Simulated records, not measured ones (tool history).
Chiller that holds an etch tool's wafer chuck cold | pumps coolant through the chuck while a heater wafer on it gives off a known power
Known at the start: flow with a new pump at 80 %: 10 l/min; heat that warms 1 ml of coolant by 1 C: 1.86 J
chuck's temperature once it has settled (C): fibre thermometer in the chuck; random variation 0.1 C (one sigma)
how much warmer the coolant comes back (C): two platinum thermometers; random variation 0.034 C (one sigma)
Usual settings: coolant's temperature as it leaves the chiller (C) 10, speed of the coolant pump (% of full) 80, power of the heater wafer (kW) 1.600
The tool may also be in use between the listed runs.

| run | day | coolant's temperature as it leaves the chiller (C) | speed of the coolant pump (% of full) | power of the heater wafer (kW) | chuck's temperature once it has settled (C) | how much warmer the coolant comes back (C) |
|---|---|---|---|---|---|---|
| 1 | 0.000 | 10 | 80 | 1.600 | 22.7 | 5.77 |
| 2 | 7.296 | 10 | 80 | 1.600 | 22.7 | 5.78 |
| 3 | 14.608 | 10 | 80 | 1.600 | 22.6 | 5.83 |
| 4 | 21.896 | 10 | 80 | 1.600 | 22.8 | 5.79 |
| 5 | 31.512 | 10 | 88 | 1.600 | 22.3 | 5.30 |
| 6 | 39.167 | 10 | 88 | 1.600 | 22.3 | 5.29 |
| 7 | 45.246 | 10 | 88 | 1.600 | 22.3 | 5.28 |
| 8 | 51.942 | 10 | 78 | 1.600 | 23.2 | 6.11 |
| 9 | 58.546 | 10 | 78 | 1.600 | 23.2 | 6.15 |
| 10 | 66.708 | 10 | 78 | 1.360 | 21.5 | 5.16 |
| 11 | 75.800 | 10 | 78 | 1.360 | 21.6 | 5.28 |
| 12 | 83.742 | 12 | 68 | 1.100 | 22.2 | 4.84 |
| 13 | 88.888 | 12 | 68 | 1.100 | 22.1 | 4.86 |
| 14 | 95.375 | 9 | 68 | 1.108 | 19.3 | 4.98 |
|  | 97.417 | chiller's thermometer calibrated |
| 15 | 100.775 | 1 | 63 | 1.108 | 11.4 | 5.31 |

Measured less the same run without the tool's hidden state. The same run-to-run variation is in both; the gauge's scatter may not be:
The hidden state here: heat passed by the chuck's channels, % of clean ones'; flow at a given pump speed, % of a new pump's; coolant's true temperature over the reading, C; drift of the gauge itself on chuck_c, C; drift of the gauge itself on warmer_back_c, C.
| run | chuck's temperature once it has settled (C) | how much warmer the coolant comes back (C) |
|---|---|---|
| 1 | +1.5 | +0.62 |
| 2 | +1.7 | +0.64 |
| 3 | +1.7 | +0.66 |
| 4 | +1.8 | +0.68 |
| 5 | +1.8 | +0.64 |
| 6 | +1.8 | +0.66 |
| 7 | +1.9 | +0.67 |
| 8 | +2.0 | +0.77 |
| 9 | +2.1 | +0.79 |
| 10 | +1.9 | +0.69 |
| 11 | +2.0 | +0.71 |
| 12 | +1.8 | +0.68 |
| 13 | +1.8 | +0.69 |
| 14 | +1.9 | +0.72 |
| 15 | +1.5 | +0.78 |
